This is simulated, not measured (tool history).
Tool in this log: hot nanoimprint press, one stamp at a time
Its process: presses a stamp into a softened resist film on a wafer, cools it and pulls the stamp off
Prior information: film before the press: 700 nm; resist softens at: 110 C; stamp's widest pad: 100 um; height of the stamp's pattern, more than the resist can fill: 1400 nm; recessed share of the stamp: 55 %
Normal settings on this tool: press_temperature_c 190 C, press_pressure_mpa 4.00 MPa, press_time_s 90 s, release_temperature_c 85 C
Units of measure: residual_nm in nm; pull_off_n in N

run	hour	press_temperature_c	press_pressure_mpa	press_time_s	release_temperature_c	residual_nm	pull_off_n
1	0.0	190	4.00	90	85	266.2	206
2	11.0	190	4.00	90	85	265.0	213
3	21.7	190	4.00	90	85	265.6	209
4	29.3	190	4.00	90	85	264.6	213
5	34.8	190	4.00	90	85	265.1	209
6	42.6	190	3.36	90	85	285.0	209
7	47.6	190	4.00	90	85	265.3	213
8	52.7	190	4.00	90	85	265.9	209
9	60.0	190	4.00	90	85	265.0	211
10	66.3	182	4.86	78	90	325.1	186
11	73.6	182	4.86	78	90	325.1	190
12	83.1	183	5.67	77	73	295.3	260
13	88.9	188	2.66	66	86	371.8	206

Run 14, settings as shown, results not yet in. Your forecast:
14	99.6	188	4.39	122	86	?	?

Run 14 came out at residual_nm 235.3 nm, pull_off_n 205 N.
Minus the tool's unlogged condition, the same run would have read residual_nm 238.7 nm, pull_off_n 202 N.

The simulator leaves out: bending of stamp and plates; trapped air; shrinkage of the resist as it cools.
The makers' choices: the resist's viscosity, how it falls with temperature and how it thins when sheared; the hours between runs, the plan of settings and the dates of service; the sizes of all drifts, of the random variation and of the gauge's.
